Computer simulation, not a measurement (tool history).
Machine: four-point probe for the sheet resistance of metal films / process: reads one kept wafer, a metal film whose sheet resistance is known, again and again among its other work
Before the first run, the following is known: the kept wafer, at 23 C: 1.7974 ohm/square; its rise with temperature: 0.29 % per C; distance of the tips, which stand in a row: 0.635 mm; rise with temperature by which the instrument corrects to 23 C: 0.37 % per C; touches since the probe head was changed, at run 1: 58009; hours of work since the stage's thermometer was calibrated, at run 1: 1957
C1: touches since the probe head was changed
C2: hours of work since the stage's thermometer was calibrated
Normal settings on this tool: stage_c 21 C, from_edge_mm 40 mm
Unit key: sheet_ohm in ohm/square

{"run": 1, "hour": 0.0, "stage_c": 21, "from_edge_mm": 40, "C1": 58009, "C2": 1957, "sheet_ohm": 1.797883}
{"run": 2, "hour": 65.6, "stage_c": 21, "from_edge_mm": 5, "C1": 60035, "C2": 2002, "sheet_ohm": 1.812413}
{"run": 3, "hour": 108.9, "stage_c": 21, "from_edge_mm": 4, "C1": 61374, "C2": 2032, "sheet_ohm": 1.821755}
{"run": 4, "hour": 168.6, "stage_c": 21, "from_edge_mm": 4, "C1": 63219, "C2": 2073, "sheet_ohm": 1.820944}
{"run": 5, "hour": 213.8, "stage_c": 21, "from_edge_mm": 4, "C1": 64619, "C2": 2104, "sheet_ohm": 1.820662}
{"run": 6, "hour": 272.9, "stage_c": 21, "from_edge_mm": 40, "C1": 66446, "C2": 2145, "sheet_ohm": 1.796634}
{"hour": 301.0, "done": "stage's thermometer calibrated"}
{"run": 7, "hour": 323.7, "stage_c": 21, "from_edge_mm": 40, "C1": 68000, "C2": 16, "sheet_ohm": 1.792186}
{"run": 8, "hour": 374.1, "stage_c": 21, "from_edge_mm": 40, "C1": 69558, "C2": 50, "sheet_ohm": 1.792715}
{"run": 9, "hour": 419.7, "stage_c": 21, "from_edge_mm": 40, "C1": 70969, "C2": 82, "sheet_ohm": 1.791849}
{"run": 10, "hour": 454.9, "stage_c": 21, "from_edge_mm": 40, "C1": 72057, "C2": 106, "sheet_ohm": 1.791978}
{"run": 11, "hour": 521.1, "stage_c": 21, "from_edge_mm": 40, "C1": 74104, "C2": 152, "sheet_ohm": 1.791569}
{"run": 12, "hour": 568.3, "stage_c": 21, "from_edge_mm": 40, "C1": 75561, "C2": 184, "sheet_ohm": 1.79144}
{"run": 13, "hour": 601.2, "stage_c": 29, "from_edge_mm": 9, "C1": 76579, "C2": 207, "sheet_ohm": 1.784827}
{"run": 14, "hour": 634.4, "stage_c": 24, "from_edge_mm": 33, "C1": 77605, "C2": 230, "sheet_ohm": 1.787323}
{"run": 15, "hour": 671.3, "stage_c": 26, "from_edge_mm": 33, "C1": 78745, "C2": 255, "sheet_ohm": 1.784913}
{"run": 16, "hour": 704.4, "stage_c": 26, "from_edge_mm": 33, "C1": 79770, "C2": 278, "sheet_ohm": 1.784441}
{"run": 17, "hour": 753.8, "stage_c": 20, "from_edge_mm": 11, "C1": 81296, "C2": 312, "sheet_ohm": 1.796625}
{"run": 18, "hour": 810.2, "stage_c": 27, "from_edge_mm": 21, "C1": 83038, "C2": 351, "sheet_ohm": 1.783877}
{"run": 19, "hour": 871.0, "stage_c": 31, "from_edge_mm": 4, "C1": 84918, "C2": 392, "sheet_ohm": 1.800888}
{"run": 20, "hour": 927.7, "stage_c": 31, "from_edge_mm": 4, "C1": 86671, "C2": 431, "sheet_ohm": 1.800727}
{"run": 21, "hour": 958.2, "stage_c": 19, "from_edge_mm": 7, "C1": 87615, "C2": 453, "sheet_ohm": 1.802259}
{"run": 22, "hour": 1018.9, "stage_c": 23, "from_edge_mm": 5, "C1": 89490, "C2": 494, "sheet_ohm": 1.80306}
{"run": 23, "hour": 1080.2, "stage_c": 25, "from_edge_mm": 31, "C1": 91386, "C2": 537, "sheet_ohm": 1.785724}
{"run": 24, "hour": 1144.6, "stage_c": 34, "from_edge_mm": 10, "C1": 93377, "C2": 581, "sheet_ohm": 1.776087}

For some of the steps in sheet_ohm from one run to the next: how much would appear even if the tool had no hidden state, given the settings, what came in and random variation, and how much remains for the hidden state plus any gauge scatter that the measured result and the result without hidden state don't share?
Hidden conditions of the tool in this case: inner tips' distance over the nominal, %; tips' flats over new ones', %; wafer's true temperature over the reading, C; drift of the gauge itself on sheet_ohm, %.
Run 5 -> 6: from_edge_mm 4 -> 40. sheet_ohm -0.024028 ohm/square: hidden state -0.000059, all else -0.023969.
Run 6 -> 7: stage's thermometer calibrated. sheet_ohm -0.004448 ohm/square: hidden state -0.004571, all else +0.000123.
Run 18 -> 19: stage_c 27 -> 31, from_edge_mm 21 -> 4. sheet_ohm +0.017011 ohm/square: hidden state -0.000176, all else +0.017187.
Run 22 -> 23: stage_c 23 -> 25, from_edge_mm 5 -> 31. sheet_ohm -0.017336 ohm/square: hidden state -0.000007, all else -0.017329.
